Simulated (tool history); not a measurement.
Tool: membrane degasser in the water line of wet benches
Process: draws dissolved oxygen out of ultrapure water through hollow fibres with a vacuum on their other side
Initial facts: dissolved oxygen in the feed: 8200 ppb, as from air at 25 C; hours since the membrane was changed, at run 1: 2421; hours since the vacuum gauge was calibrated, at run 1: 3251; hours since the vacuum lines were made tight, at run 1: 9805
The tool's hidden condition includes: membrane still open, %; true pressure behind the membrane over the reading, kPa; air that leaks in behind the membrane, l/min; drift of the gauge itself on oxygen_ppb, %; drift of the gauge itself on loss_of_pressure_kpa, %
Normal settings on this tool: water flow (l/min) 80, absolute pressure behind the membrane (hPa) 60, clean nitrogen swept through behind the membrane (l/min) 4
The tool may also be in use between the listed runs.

run	hour	water flow (l/min)	absolute pressure behind the membrane (hPa)	clean nitrogen swept through behind the membrane (l/min)	hours since the membrane was changed	hours since the vacuum gauge was calibrated	hours since the vacuum lines were made tight	dissolved oxygen in the water behind the degasser (ppb)	pressure that the water loses in the fibres (hPa)
1	0	80	60	4	2421	3251	9805	208.7	355.7
2	34.7	80	60	4	2456	3286	9840	206.3	354.7
3	64.3	80	60	4	2486	3316	9870	204.6	356.2
4	133.1	80	60	4	2554	3384	9938	208.5	355.3
5	187.7	80	60	4	2609	3439	9993	204.9	353.1
6	219.4	80	60	4	2641	3471	10025	211.7	356.1
7	275.6	84	60	4	2697	3527	10081	220.5	372.7
8	341.7	84	60	4	2763	3593	10147	223	373.6
9	374.6	80	60	4	2796	3626	10180	206.4	357.9
10	426.9	80	60	4	2848	3678	10232	210	356.9
11	494	80	60	6.4	2915	3745	10299	165.9	356.4
12	531.6	100	61.7	8.26	2953	3783	10337	206.5	441.3
# hour 537.7: vacuum gauge calibrated
13	571.8	52	60	6.26	2993	34	10377	94.4	233.7
14	603.7	52	60	6.26	3024	66	10408	94.5	229.9
15	663.3	52	60	6.26	3084	126	10468	94.2	230.1
16	695.7	52	60	6.26	3116	158	10500	93.4	230
# hour 709.3: vacuum gauge calibrated, once more
17	755.7	77	65.8	3.76	3176	46	10560	226.9	342.2
18	787.8	77	65.8	3.76	3208	79	10592	223.9	343.5
19	836.2	110	65.8	3.25	3256	127	10640	366.5	488.5
20	890.5	110	65.8	3.25	3311	181	10695	363.5	485.4
21	924.1	110	64.6	3.25	3344	215	10728	355.1	488.1

Hidden condition of the tool, last listed run before each entry between runs versus first listed run after:
Logged between run 12 and run 13: vacuum gauge calibrated (hour 537.7)
  membrane still open, %: 98.1 -> 98; true pressure behind the membrane over the reading, kPa: 0.19 -> 0.26; air that leaks in behind the membrane, l/min: 0.0123 -> 0.0124
  the result without the hidden state subtracted from the measured one, dissolved oxygen in the water behind the degasser (ppb): +14.8 -> +9; pressure that the water loses in the fibres (hPa): +8.7 -> +4.6
Logged between run 16 and run 17: vacuum gauge calibrated, once more (hour 709.3)
  true pressure behind the membrane over the reading, kPa: 0.27 -> 0
  the result without the hidden state subtracted from the measured one, dissolved oxygen in the water behind the degasser (ppb): +9.2 -> +7.5; pressure that the water loses in the fibres (hPa): +4.8 -> +7.2
